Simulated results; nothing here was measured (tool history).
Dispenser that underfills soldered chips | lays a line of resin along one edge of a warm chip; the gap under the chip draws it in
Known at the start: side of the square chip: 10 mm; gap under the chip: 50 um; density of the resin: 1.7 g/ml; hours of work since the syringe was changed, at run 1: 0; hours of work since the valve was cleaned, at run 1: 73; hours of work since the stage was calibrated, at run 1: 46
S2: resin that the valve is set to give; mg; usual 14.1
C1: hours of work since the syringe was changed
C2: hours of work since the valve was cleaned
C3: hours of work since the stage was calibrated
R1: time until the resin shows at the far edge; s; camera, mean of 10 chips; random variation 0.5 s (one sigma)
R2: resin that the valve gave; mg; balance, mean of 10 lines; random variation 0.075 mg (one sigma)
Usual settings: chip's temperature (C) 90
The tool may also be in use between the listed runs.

Run 1, hour 0: usual settings; C1 0; C2 73; C3 46. Result: R1 41.9 s, R2 13.44 mg.
Run 2, hour 7.8: usual settings; C1 5; C2 78; C3 51. Result: R1 51.6 s, R2 13.5 mg.
Run 3, hour 12.2: usual settings; C1 8; C2 81; C3 54. Result: R1 57.4 s, R2 13.38 mg.
At hour 14.6: new syringe of resin.
Run 4, hour 19.5: usual settings but S2 13.4 mg; C1 3; C2 85; C3 58. Result: R1 48.6 s, R2 12.75 mg.
Run 5, hour 25.8: usual settings but chip's temperature (C) 83; C1 7; C2 89; C3 62. Result: R1 78.6 s, R2 13.34 mg.
At hour 29.8: new syringe of resin.
Run 6, hour 31.8: usual settings but chip's temperature (C) 83; C1 1; C2 92; C3 65. Result: R1 59.4 s, R2 13.36 mg.
Run 7, hour 38.2: usual settings; C1 5; C2 96; C3 69. Result: R1 52.4 s, R2 13.36 mg.
At hour 45.5: new syringe of resin.
Run 8, hour 49.1: usual settings; C1 2; C2 103; C3 76. Result: R1 45 s, R2 13.13 mg.
Run 9, hour 59.8: usual settings; C1 9; C2 110; C3 83. Result: R1 60 s, R2 13.12 mg.
At hour 60.6: new syringe of resin.
At hour 67: dispensing valve cleaned and set on the balance.
Run 10, hour 68.6: usual settings; C1 4; C2 1; C3 87. Result: R1 49.7 s, R2 14.02 mg.
At hour 77.1: new syringe of resin.
Run 11, hour 78.2: usual settings but chip's temperature (C) 104; C1 1; C2 7; C3 93. Result: R1 24.5 s, R2 14.07 mg.
Run 12, hour 86.1: usual settings; C1 6; C2 12; C3 98. Result: R1 51.9 s, R2 13.97 mg.
At hour 92.6: new syringe of resin.
Run 13, hour 96.5: usual settings but S2 13.9 mg; C1 2; C2 18; C3 104. Result: R1 45.5 s, R2 13.83 mg.
Run 14, hour 104: usual settings but S2 13.9 mg; C1 7; C2 23; C3 109. Result: R1 56 s, R2 13.6 mg.
At hour 107.7: new syringe of resin.
Run 15, hour 108.7: usual settings but chip's temperature (C) 82; C1 1; C2 25; C3 111. Result: R1 61.2 s, R2 13.91 mg.
Run 16, hour 119.1: usual settings but chip's temperature (C) 80; C1 7; C2 32; C3 118. Result: R1 86.5 s, R2 13.78 mg.
At hour 122.8: new syringe of resin.
Run 17, hour 127.6: usual settings; C1 3; C2 37; C3 123. Result: R1 47.8 s, R2 13.83 mg.
Run 18, hour 133.4: usual settings; C1 7; C2 40; C3 127. Result: R1 54.5 s, R2 13.71 mg.
At hour 138.6: new syringe of resin.
Run 19, hour 142: usual settings; C1 2; C2 46; C3 132. Result: R1 45.7 s, R2 13.59 mg.
Run 20, hour 149.5: usual settings but chip's temperature (C) 86, S2 17.5 mg; C1 7; C2 50; C3 136. Result: R1 66.1 s, R2 16.88 mg.
At hour 153.9: new syringe of resin.
Run 21, hour 155.7: usual settings but chip's temperature (C) 93, S2 12.5 mg; C1 1; C2 54; C3 140. Result: R1 40.8 s, R2 12.12 mg.
Run 22, hour 166.1: usual settings but chip's temperature (C) 93, S2 12.5 mg; C1 8; C2 60; C3 146. Result: R1 52.3 s, R2 12.11 mg.
At hour 169.5: new syringe of resin.
Run 23, hour 173.3: usual settings but chip's temperature (C) 93, S2 12.5 mg; C1 2; C2 65; C3 151. Result: R1 42.1 s, R2 12 mg.
Run 24, hour 181.2: usual settings but chip's temperature (C) 93, S2 12.5 mg; C1 7; C2 69; C3 156. Result: R1 52.5 s, R2 11.97 mg.
At hour 185.4: new syringe of resin.
Run 25, hour 190.9: usual settings but chip's temperature (C) 94, S2 17.1 mg; C1 3; C2 75; C3 161. Result: R1 39.9 s, R2 16.36 mg.
Run 26, hour 200.2: usual settings but chip's temperature (C) 80, S2 14.2 mg; C1 9; C2 81; C3 167. Result: R1 98.1 s, R2 13.51 mg.
At hour 201.3: new syringe of resin.
Run 27, hour 210.2: usual settings but chip's temperature (C) 88, S2 13.3 mg; C1 5; C2 87; C3 173. Result: R1 58.8 s, R2 12.61 mg.
At hour 216.9: new syringe of resin.
Run 28, hour 220.6: usual settings but chip's temperature (C) 88, S2 13.3 mg; C1 2; C2 93; C3 179. Result: R1 50.2 s, R2 12.63 mg.
Run 29, hour 225: usual settings but chip's temperature (C) 102, S2 15.3 mg; C1 5; C2 96; C3 182. Result: R1 31.7 s, R2 14.42 mg.
Run 30, hour 230.6: usual settings but chip's temperature (C) 100, S2 12.8 mg; C1 9; C2 100; C3 186. Result: R1 39.6 s, R2 12.13 mg.
At hour 232.6: new syringe of resin.
Run 31, hour 239.1: usual settings but S2 13.3 mg; C1 4; C2 105; C3 191. Result: R1 51.8 s, R2 12.43 mg.
Run 32, hour 243.5: usual settings but chip's temperature (C) 89, S2 14.5 mg; C1 7; C2 107; C3 193. Result: R1 59.5 s, R2 13.55 mg.
At hour 248: new syringe of resin.
At hour 254.1: dispensing valve cleaned and set on the balance.
Run 33, hour 254.1: usual settings but chip's temperature (C) 89, S2 14.5 mg; C1 3; C2 0; C3 199. Result: R1 48.9 s, R2 14.6 mg.
Run 34, hour 258.8: usual settings but chip's temperature (C) 76, S2 12.7 mg; C1 6; C2 3; C3 202. Result: R1 103.2 s, R2 12.71 mg.
At hour 264.9: new syringe of resin.
Run 35, hour 267.8: usual settings but chip's temperature (C) 76, S2 12.7 mg; C1 2; C2 8; C3 208. Result: R1 87.8 s, R2 12.57 mg.
Run 36, hour 273.8: usual settings but chip's temperature (C) 80, S2 14.8 mg; C1 6; C2 12; C3 211. Result: R1 84 s, R2 14.87 mg.

Hidden state at the last listed run before each entry between runs and at the first one after, where it differs:
Between runs 3 and 4: new syringe of resin (hour 14.6)
  resin's viscosity, % of fresh resin's: 139.9 -> 116.6; dose that the valve gives, % of what is set: 95.06 -> 94.79; true chip temperature over the reading, C: -0.41 -> -0.44
  measured less the result without the state, R1: +17.2 -> +7.8 s; R2: -0.69 -> -0.7 mg
Between runs 5 and 6: new syringe of resin (hour 29.8)
  resin's viscosity, % of fresh resin's: 137.5 -> 105.7; dose that the valve gives, % of what is set: 94.56 -> 94.35; true chip temperature over the reading, C: -0.47 -> -0.49
  measured less the result without the state, R1: +22.9 -> +4.7 s; R2: -0.76 -> -0.79 mg
Between runs 7 and 8: new syringe of resin (hour 45.5)
  resin's viscosity, % of fresh resin's: 125 -> 109.1; dose that the valve gives, % of what is set: 94.14 -> 93.73; true chip temperature over the reading, C: -0.51 -> -0.56
  measured less the result without the state, R1: +11.7 -> +5 s; R2: -0.82 -> -0.88 mg
Between runs 9 and 10: new syringe of resin (hour 60.6); dispensing valve cleaned and set on the balance (hour 67)
  resin's viscosity, % of fresh resin's: 144.6 -> 119.3; dose that the valve gives, % of what is set: 93.36 -> 99.84; true chip temperature over the reading, C: -0.6 -> -0.63
  measured less the result without the state, R1: +19.8 -> +9.1 s; R2: -0.93 -> -0.02 mg
Between runs 10 and 11: new syringe of resin (hour 77.1)
  resin's viscosity, % of fresh resin's: 119.3 -> 102.9; dose that the valve gives, % of what is set: 99.84 -> 99.51; true chip temperature over the reading, C: -0.63 -> -0.67
  measured less the result without the state, R1: +9.1 -> +1.3 s; R2: -0.02 -> -0.07 mg
Between runs 12 and 13: new syringe of resin (hour 92.6)
  resin's viscosity, % of fresh resin's: 126.4 -> 110.4; dose that the valve gives, % of what is set: 99.23 -> 98.86; true chip temperature over the reading, C: -0.7 -> -0.75
  measured less the result without the state, R1: +12.2 -> +5.6 s; R2: -0.1 -> -0.16 mg
Between runs 14 and 15: new syringe of resin (hour 107.7)
  resin's viscosity, % of fresh resin's: 134.6 -> 103; dose that the valve gives, % of what is set: 98.58 -> 98.41; true chip temperature over the reading, C: -0.78 -> -0.8
  measured less the result without the state, R1: +15.9 -> +3.9 s; R2: -0.2 -> -0.22 mg
Between runs 16 and 17: new syringe of resin (hour 122.8)
  resin's viscosity, % of fresh resin's: 135.3 -> 114.3; dose that the valve gives, % of what is set: 98.04 -> 97.75; true chip temperature over the reading, C: -0.84 -> -0.87
  measured less the result without the state, R1: +25 -> +7.6 s; R2: -0.27 -> -0.32 mg
Between runs 18 and 19: new syringe of resin (hour 138.6)
  resin's viscosity, % of fresh resin's: 133 -> 109.5; dose that the valve gives, % of what is set: 97.55 -> 97.22; true chip temperature over the reading, C: -0.89 -> -0.92
  measured less the result without the state, R1: +15.2 -> +5.7 s; R2: -0.34 -> -0.39 mg
Between runs 20 and 21: new syringe of resin (hour 153.9)
  resin's viscosity, % of fresh resin's: 133.2 -> 105.6; dose that the valve gives, % of what is set: 96.95 -> 96.73; true chip temperature over the reading, C: -0.96 -> -0.98
  measured less the result without the state, R1: +18.4 -> +4 s; R2: -0.53 -> -0.4 mg
Between runs 22 and 23: new syringe of resin (hour 169.5)
  resin's viscosity, % of fresh resin's: 138.8 -> 111.5; dose that the valve gives, % of what is set: 96.36 -> 96.1; true chip temperature over the reading, C: -1.02 -> -1.05
  measured less the result without the state, R1: +16.6 -> +6.3 s; R2: -0.46 -> -0.49 mg
Between runs 24 and 25: new syringe of resin (hour 185.4)
  resin's viscosity, % of fresh resin's: 136.9 -> 116.3; dose that the valve gives, % of what is set: 95.81 -> 95.45; true chip temperature over the reading, C: -1.08 -> -1.12
  measured less the result without the state, R1: +16.2 -> +7.3 s; R2: -0.53 -> -0.78 mg
Between runs 26 and 27: new syringe of resin (hour 201.3)
  resin's viscosity, % of fresh resin's: 148.1 -> 125.7; dose that the valve gives, % of what is set: 95.12 -> 94.79; true chip temperature over the reading, C: -1.16 -> -1.2
  measured less the result without the state, R1: +35.6 -> +14.7 s; R2: -0.69 -> -0.69 mg
Between runs 27 and 28: new syringe of resin (hour 216.9)
  resin's viscosity, % of fresh resin's: 125.7 -> 107.8; dose that the valve gives, % of what is set: 94.79 -> 94.43; true chip temperature over the reading, C: -1.2 -> -1.24
  measured less the result without the state, R1: +14.7 -> +6.4 s; R2: -0.69 -> -0.75 mg
Between runs 30 and 31: new syringe of resin (hour 232.6)
  resin's viscosity, % of fresh resin's: 140.3 -> 120.2; dose that the valve gives, % of what is set: 94.06 -> 93.77; true chip temperature over the reading, C: -1.29 -> -1.32
  measured less the result without the state, R1: +13.1 -> +11.4 s; R2: -0.77 -> -0.83 mg
Between runs 32 and 33: new syringe of resin (hour 248); dispensing valve cleaned and set on the balance (hour 254.1)
  resin's viscosity, % of fresh resin's: 134.8 -> 113.3; dose that the valve gives, % of what is set: 93.62 -> 100.1; true chip temperature over the reading, C: -1.33 -> -1.37
  measured less the result without the state, R1: +18.3 -> +8.2 s; R2: -0.92 -> +0.01 mg
Between runs 34 and 35: new syringe of resin (hour 264.9)
  resin's viscosity, % of fresh resin's: 128.1 -> 107.8; dose that the valve gives, % of what is set: 99.95 -> 99.64; true chip temperature over the reading, C: -1.39 -> -1.43
  measured less the result without the state, R1: +27.8 -> +11.5 s; R2: -0.01 -> -0.04 mg

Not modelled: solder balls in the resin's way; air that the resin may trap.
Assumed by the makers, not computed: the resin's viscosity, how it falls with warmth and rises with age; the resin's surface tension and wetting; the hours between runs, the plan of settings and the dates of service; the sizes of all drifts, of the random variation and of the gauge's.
